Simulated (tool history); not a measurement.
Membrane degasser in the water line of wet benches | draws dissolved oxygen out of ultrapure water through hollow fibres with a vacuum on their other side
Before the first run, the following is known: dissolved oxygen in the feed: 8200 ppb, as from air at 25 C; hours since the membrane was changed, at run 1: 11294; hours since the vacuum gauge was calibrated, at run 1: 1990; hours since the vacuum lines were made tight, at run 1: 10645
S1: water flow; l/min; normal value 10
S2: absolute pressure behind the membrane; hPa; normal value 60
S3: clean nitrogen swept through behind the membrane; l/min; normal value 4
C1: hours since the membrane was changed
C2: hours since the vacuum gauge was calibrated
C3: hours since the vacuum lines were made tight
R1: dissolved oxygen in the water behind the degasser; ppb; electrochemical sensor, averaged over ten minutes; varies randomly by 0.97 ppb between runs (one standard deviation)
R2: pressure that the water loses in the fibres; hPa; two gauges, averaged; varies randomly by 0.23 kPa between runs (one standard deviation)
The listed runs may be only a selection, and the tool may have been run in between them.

run	hour	S1	S2	S3	C1	C2	C3	R1	R2
1	0	10	60	4	11294	1990	10645	104	596.4
2	206	10	60	4	11500	2196	10851	103.6	596.2
3	503.9	10	60	10.22	11798	2494	11149	93.1	597
4	684.6	10	60	4	11978	2675	11330	104.7	599.5
5	906.4	10	60	4	12200	2897	11552	104.6	598.5
6	1243.1	10	51	4	12537	3233	11888	100.2	591.5
7	1511.1	10	51	4	12805	3501	12156	99.5	598.4
# hour 1559.5: seals of the vacuum lines changed
8	1713.7	10	51	4	13006	3702	154	99.9	598.1
9	1933.7	10	60	4	13226	3922	374	107.6	596.9
10	2081	10	60	4	13373	4069	521	106.1	598.3
11	2351.3	10	60	4	13643	4340	792	107.2	598.6
12	2640.8	10	60	4	13933	4629	1081	107	602.6
13	2945	7	60	5.44	14237	4933	1385	44.1	421
14	3161.1	7	60	5.44	14453	5149	1602	44.2	422.8
# hour 3423.3: vacuum gauge calibrated
15	3478.7	7	60	5.44	14770	55	1919	43.9	417.4
16	3786.2	8	103.7	9.45	15078	363	2226	67.5	480.1
17	4088.6	10	60	3.74	15380	665	2529	106.4	600.6
18	4291.5	10	56.1	3.77	15583	868	2731	106.8	601.7
19	4464.4	9	103.9	9.05	15756	1041	2904	87.3	538.4
20	4637.2	10	38.4	4	15929	1214	3077	94.4	604.2
21	4900.2	10	38.4	4	16192	1477	3340	94.7	599.8
22	5132.4	10	60	1.96	16424	1709	3572	125.4	602.4
23	5284.1	10	60	1.96	16576	1861	3724	126.4	597.1

Entry by entry between the runs, the difference in hidden state between the last listed run before and the first listed run after:
Run 7 -> run 8: seals of the vacuum lines changed (hour 1559.5)
  true pressure behind the membrane over the reading, kPa: 0.12 -> 0.13; air that leaks in behind the membrane, l/min: 0.0127 -> 0.0029
  measured less the result without the state, R1: +13.3 -> +13.2 ppb; R2: +19.1 -> +19.5 hPa
Run 14 -> run 15: vacuum gauge calibrated (hour 3423.3)
  membrane still open, %: 96.4 -> 96.3; true pressure behind the membrane over the reading, kPa: 0.16 -> 0.02; air that leaks in behind the membrane, l/min: 0.0041 -> 0.0043
  measured less the result without the state, R1: +6.9 -> +6.7 ppb; R2: +15.1 -> +15.3 hPa

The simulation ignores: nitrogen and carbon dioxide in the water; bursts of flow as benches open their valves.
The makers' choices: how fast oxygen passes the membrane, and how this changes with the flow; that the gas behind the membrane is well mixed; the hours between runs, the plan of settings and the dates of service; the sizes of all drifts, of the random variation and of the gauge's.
